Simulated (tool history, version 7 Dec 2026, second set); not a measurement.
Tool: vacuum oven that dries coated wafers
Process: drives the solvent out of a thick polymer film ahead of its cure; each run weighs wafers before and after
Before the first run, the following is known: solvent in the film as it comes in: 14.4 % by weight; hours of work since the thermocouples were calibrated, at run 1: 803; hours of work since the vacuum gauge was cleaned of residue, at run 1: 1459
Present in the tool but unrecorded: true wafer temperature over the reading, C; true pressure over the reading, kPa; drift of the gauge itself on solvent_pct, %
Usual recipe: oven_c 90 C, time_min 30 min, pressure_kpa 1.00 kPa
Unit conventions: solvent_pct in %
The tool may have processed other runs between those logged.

run	hour	oven_c	time_min	pressure_kpa	hours of work since the thermocouples were calibrated	hours of work since the vacuum gauge was cleaned of residue	solvent_pct
1	0.0	90	30	1.00	803	1459	1.32
# hour 16.9: oven's thermocouples calibrated
2	47.7	90	21	1.00	20	1488	1.96
3	88.9	90	30	1.00	46	1515	1.20
4	133.9	90	30	1.00	75	1543	1.23
5	220.0	90	30	1.00	131	1599	1.25
6	295.9	90	42	1.00	180	1648	0.97
7	356.0	90	42	1.00	218	1687	0.94
8	410.0	90	30	1.00	253	1721	1.28
9	451.8	90	30	1.00	280	1748	1.32
10	532.4	90	20	1.00	332	1800	2.26
11	594.3	90	20	1.00	372	1840	2.29
12	673.5	90	30	1.00	423	1891	1.34
13	752.7	90	30	1.00	474	1942	1.40
14	807.9	90	30	1.00	509	1978	1.41
15	888.7	90	22	1.00	561	2030	2.09
16	970.6	90	22	1.00	614	2082	2.13
17	1053.1	90	22	1.00	667	2135	2.14
18	1128.0	90	22	1.00	716	2184	2.18
19	1184.0	90	22	1.00	752	2220	2.18
20	1238.0	85	30	3.13	786	2255	3.34
# hour 1278.3: oven's thermocouples calibrated
21	1303.8	90	30	2.57	16	2296	2.01
# hour 1313.8: vacuum gauge cleaned of residue and calibrated
22	1381.5	103	33	0.97	66	44	0.59
23	1446.6	103	33	0.97	107	86	0.62
24	1505.5	94	33	0.53	145	124	0.79
25	1553.8	94	33	0.53	176	155	0.85
26	1641.0	90	28	2.11	233	211	2.08
27	1728.6	89	44	0.95	289	267	1.13
# hour 1757.5: vacuum gauge cleaned of residue and calibrated, once more
28	1807.6	90	30	3.30	339	32	2.00
29	1854.9	100	31	3.61	369	63	1.26
30	1918.1	105	30	1.00	410	103	0.29
31	2009.4	89	30	1.04	469	162	1.19
32	2083.3	80	41	3.05	517	210	2.93
33	2167.5	78	38	1.00	571	264	2.11
34	2251.1	82	20	1.00	625	318	3.48
35	2312.1	82	20	1.00	664	357	3.52
36	2356.4	82	20	1.00	692	386	3.56

5 ways to go on from here, each from the tool as it stands after run 36. What would each give?
A	2435.3	96	30	0.74	743	437	?
B	2435.3	81	27	1.00	743	437	?
C	2435.3	82	20	1.69	743	437	?
D	2435.3	82	33	1.00	743	437	?
E	2435.3	99	19	0.57	743	437	?

run	solvent_pct
A	0.61
B	2.71
C	3.95
D	1.97
E	0.94
Had the tool no hidden state, the same runs would have come out as:
run	solvent_pct
A	0.49
B	2.40
C	3.61
D	1.69
E	0.79
